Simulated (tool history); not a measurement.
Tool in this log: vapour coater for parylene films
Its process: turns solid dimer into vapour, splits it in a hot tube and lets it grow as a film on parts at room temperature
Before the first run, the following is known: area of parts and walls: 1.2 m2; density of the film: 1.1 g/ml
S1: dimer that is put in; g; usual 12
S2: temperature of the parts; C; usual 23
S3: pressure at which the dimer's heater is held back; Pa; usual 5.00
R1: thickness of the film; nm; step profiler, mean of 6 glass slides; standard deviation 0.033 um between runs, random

run 1 hour=0.0 | S1=12 S2=23 S3=5.00 | R1=4700
run 2 hour=45.6 | S1=16 S2=23 S3=5.00 | R1=6250
run 3 hour=118.7 | S1=12 S2=23 S3=5.00 | R1=4600
run 4 hour=164.5 | S1=12 S2=23 S3=5.00 | R1=4580
run 5 hour=197.6 | S1=10 S2=23 S3=5.00 | R1=3780
run 6 hour=275.2 | S1=10 S2=23 S3=5.00 | R1=3720
run 7 hour=329.2 | S1=10 S2=23 S3=5.00 | R1=3640
run 8 hour=366.5 | S1=12 S2=21 S3=5.00 | R1=4570
run 9 hour=417.8 | S1=12 S2=29 S3=5.00 | R1=3820
run 10 hour=485.9 | S1=12 S2=19 S3=5.00 | R1=4650
run 11 hour=558.5 | S1=12 S2=19 S3=5.00 | R1=4560
run 12 hour=608.3 | S1=12 S2=19 S3=5.00 | R1=5090
run 13 hour=648.6 | S1=6 S2=19 S3=5.00 | R1=2540
run 14 hour=720.4 | S1=6 S2=19 S3=5.00 | R1=2500
run 15 hour=796.1 | S1=12 S2=23 S3=5.00 | R1=4540
run 16 hour=851.0 | S1=12 S2=23 S3=5.00 | R1=4460
run 17 hour=921.5 | S1=12 S2=23 S3=5.00 | R1=4400
run 18 hour=994.9 | S1=12 S2=23 S3=5.00 | R1=4340
run 19 hour=1052.5 | S1=12 S2=23 S3=5.00 | R1=4290
run 20 hour=1113.3 | S1=8 S2=23 S3=5.00 | R1=2790
run 21 hour=1164.7 | S1=8 S2=23 S3=5.00 | R1=2780
run 22 hour=1234.8 | S1=8 S2=23 S3=5.00 | R1=3090
run 23 hour=1273.8 | S1=8 S2=23 S3=5.00 | R1=3110
run 24 hour=1311.9 | S1=8 S2=23 S3=5.00 | R1=3040
run 25 hour=1363.2 | S1=6 S2=30 S3=5.00 | R1=1990
run 26 hour=1430.8 | S1=6 S2=26 S3=2.88 | R1=2380
run 27 hour=1468.3 | S1=6 S2=26 S3=2.88 | R1=2370
run 28 hour=1500.1 | S1=16 S2=34 S3=7.08 | R1=4240
run 29 hour=1541.6 | S1=16 S2=34 S3=7.08 | R1=4260
run 30 hour=1583.1 | S1=12 S2=32 S3=11.69 | R1=2920
run 31 hour=1655.9 | S1=12 S2=19 S3=2.58 | R1=5430
run 32 hour=1713.7 | S1=12 S2=19 S3=2.58 | R1=5280
run 33 hour=1754.6 | S1=12 S2=19 S3=2.58 | R1=5310
run 34 hour=1820.1 | S1=7 S2=20 S3=5.00 | R1=2890
run 35 hour=1876.6 | S1=7 S2=20 S3=5.00 | R1=2840
run 36 hour=1951.3 | S1=7 S2=20 S3=5.00 | R1=2840
run 37 hour=1996.7 | S1=7 S2=20 S3=5.00 | R1=2780
run 38 hour=2057.8 | S1=7 S2=20 S3=5.00 | R1=2740
run 39 hour=2133.1 | S1=6 S2=16 S3=3.17 | R1=2870
run 40 hour=2200.5 | S1=18 S2=27 S3=5.00 | R1=6040
run 41 hour=2272.3 | S1=8 S2=24 S3=5.00 | R1=2800
run 42 hour=2331.6 | S1=8 S2=24 S3=4.93 | R1=2770
run 43 hour=2380.2 | S1=11 S2=19 S3=4.97 | R1=4210
run 44 hour=2450.8 | S1=7 S2=26 S3=4.97 | R1=2570
run 45 hour=2519.1 | S1=12 S2=23 S3=2.76 | R1=5300

Put back what was entered between runs (5 entries, withheld): which listed runs does each sit between, and how does the hidden state differ from the listed run before to the listed run after?
After run 11, before run 12: trap's valve overhauled (hour 593.2)
  vapour lost through the trap's worn valve, %: 11.5 -> 0.5; true temperature of the parts over the reading, C: 0.48 -> 0.5
  measured value less the no-hidden-state value, R1: -640 -> -70 nm
After run 21, before run 22: trap's valve overhauled (hour 1199.8)
  vapour lost through the trap's worn valve, %: 11.6 -> 1.1; true temperature of the parts over the reading, C: 0.7 -> 0.72
  measured value less the no-hidden-state value, R1: -410 -> -80 nm
After run 33, before run 34: trap's valve overhauled (hour 1805.2)
  vapour lost through the trap's worn valve, %: 11.2 -> 0.7; true temperature of the parts over the reading, C: 0.91 -> 0.93
  measured value less the no-hidden-state value, R1: -780 -> -80 nm
After run 38, before run 39: table's thermometer calibrated (hour 2064.1)
  vapour lost through the trap's worn valve, %: 5.5 -> 7; true temperature of the parts over the reading, C: 1.01 -> 0.1
  measured value less the no-hidden-state value, R1: -220 -> -220 nm
After run 43, before run 44: trap's valve overhauled (hour 2414.2)
  vapour lost through the trap's worn valve, %: 11.9 -> 1.5; true temperature of the parts over the reading, C: 0.19 -> 0.21
  measured value less the no-hidden-state value, R1: -590 -> -50 nm

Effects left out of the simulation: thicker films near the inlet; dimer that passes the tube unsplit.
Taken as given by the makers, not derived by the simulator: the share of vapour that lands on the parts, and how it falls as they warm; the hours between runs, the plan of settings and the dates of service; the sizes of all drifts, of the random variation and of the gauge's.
